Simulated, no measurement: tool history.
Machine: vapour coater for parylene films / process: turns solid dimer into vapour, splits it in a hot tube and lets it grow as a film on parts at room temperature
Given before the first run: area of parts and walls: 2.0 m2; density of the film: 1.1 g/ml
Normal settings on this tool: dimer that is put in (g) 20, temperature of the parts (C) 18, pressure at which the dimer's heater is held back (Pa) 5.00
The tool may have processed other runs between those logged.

run	hour	dimer that is put in (g)	temperature of the parts (C)	pressure at which the dimer's heater is held back (Pa)	thickness of the film (um)
1	0.0	20	18	5.00	6.89
2	40.5	20	18	5.00	6.81
3	95.5	20	18	5.00	6.79
4	131.4	20	18	5.00	6.78
5	162.5	20	18	5.00	6.81
6	219.9	20	18	5.00	6.65
7	271.3	20	18	5.00	6.72
8	310.3	20	18	5.00	6.55
# hour 343.2: trap's valve overhauled
9	344.7	20	18	5.00	6.98
10	376.5	20	18	5.00	6.94
11	414.2	20	18	6.82	6.50
12	446.6	20	18	3.14	7.32
13	487.0	20	18	5.00	6.83
14	519.6	20	18	5.00	6.72
15	547.2	20	18	5.00	6.80
16	581.5	20	18	5.00	6.74
17	641.7	20	18	5.00	6.73
# hour 700.4: trap's valve overhauled
18	700.5	20	18	5.00	6.99
19	736.0	20	18	5.00	6.97
20	784.0	20	18	5.00	6.84
21	813.5	20	18	5.00	6.92
22	871.0	20	18	5.00	6.69
23	917.0	20	18	5.00	6.79
24	976.0	26	19	5.70	8.33
25	1015.7	26	19	9.51	7.67
# hour 1057.0: trap's valve overhauled
26	1075.9	26	19	9.28	7.96
27	1117.9	10	18	4.22	3.57
28	1162.0	10	18	4.22	3.55
29	1211.5	34	14	2.61	13.76
30	1251.5	13	13	8.52	4.37
31	1282.9	11	13	8.52	3.73
32	1328.3	15	15	6.40	5.09
33	1372.4	13	26	7.53	3.55
# hour 1414.0: trap's valve overhauled
34	1432.3	13	26	7.53	3.64
35	1478.4	12	20	4.99	3.96
36	1514.1	25	14	2.17	10.44
37	1548.9	15	12	2.60	6.34
38	1573.6	13	17	4.37	4.57
39	1627.2	30	18	5.00	10.12
40	1666.6	30	18	5.00	9.95
41	1699.1	9	18	7.47	2.85
42	1728.3	9	18	7.47	2.80
# hour 1774.9: trap's valve overhauled
43	1788.3	9	18	7.47	2.89
44	1846.0	13	18	4.37	4.55
45	1875.2	20	28	6.81	5.56
46	1911.9	35	15	6.81	11.97

Each row is a separate what-if for the run after 46, all from the same tool condition, not one after another. Results?
A	1948.7	20	19	10.88	?
B	1948.7	32	18	5.00	?
C	1948.7	35	12	2.80	?
D	1948.7	20	11	11.38	?
E	1948.7	10	18	5.00	?

run	thickness of the film (um)
A	5.89
B	10.90
C	14.32
D	6.71
E	3.39
Without the tool's hidden state the same runs would have given:
run	thickness of the film (um)
A	6.09
B	11.27
C	14.81
D	6.94
E	3.51
